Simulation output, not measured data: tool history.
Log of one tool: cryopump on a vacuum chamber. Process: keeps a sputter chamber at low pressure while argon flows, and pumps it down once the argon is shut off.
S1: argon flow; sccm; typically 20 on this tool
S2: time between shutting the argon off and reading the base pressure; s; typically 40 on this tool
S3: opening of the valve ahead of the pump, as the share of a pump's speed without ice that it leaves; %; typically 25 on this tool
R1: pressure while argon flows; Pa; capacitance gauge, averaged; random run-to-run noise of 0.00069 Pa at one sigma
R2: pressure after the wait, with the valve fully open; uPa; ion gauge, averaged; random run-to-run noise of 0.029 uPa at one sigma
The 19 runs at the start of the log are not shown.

run    hour  S1   S2  S3      R1    R2
 20  1522.1  20   40  29  0.1061   1.5
 21  1621.5  25   94  51   0.077  0.91
 22  1741.6  20   79  25  0.1247  1.05
 23    1854   8   76  41  0.0312  1.17
       1962  -- pump warmed up, emptied and cooled again
 24  1987.4  20   40  36   0.085  1.61
 25  2039.5  20   40  36  0.0844  1.62
 26  2093.3  20   40  36  0.0849  1.64
 27  2173.2  17   49  36  0.0732  1.44
 28  2249.2   8  263  36  0.0343  0.76
 29  2364.5   8  263  30  0.0413  0.81
 30  2483.7  11   23  37  0.0471  2.58
 31  2541.9   9   34  22  0.0636  2.06
       2609  -- pump warmed up, emptied and cooled again
 32  2664.1  20   36  25  0.1217  1.87
 33  2776.8  14   40  25  0.0856  1.79
 34  2838.6  21   39  23  0.1398  1.88

Branching from run 34: 4 alternative next runs. What would each branch give?
  A  2902.5  32  35  55   ?   ?
  B  2902.5   9  39  40   ?   ?
  C  2902.5  14  23  20   ?   ?
  D  2902.5  11  41  23   ?   ?

run      R1    R2
  A  0.0933     2
  B  0.0346  1.87
  C   0.106  2.69
  D  0.0743  1.82
Had the tool no hidden state, the same runs would have come out as:
run      R1    R2
  A  0.0872  1.53
  B  0.0329   1.4
  C  0.1034  2.22
  D  0.0722  1.35

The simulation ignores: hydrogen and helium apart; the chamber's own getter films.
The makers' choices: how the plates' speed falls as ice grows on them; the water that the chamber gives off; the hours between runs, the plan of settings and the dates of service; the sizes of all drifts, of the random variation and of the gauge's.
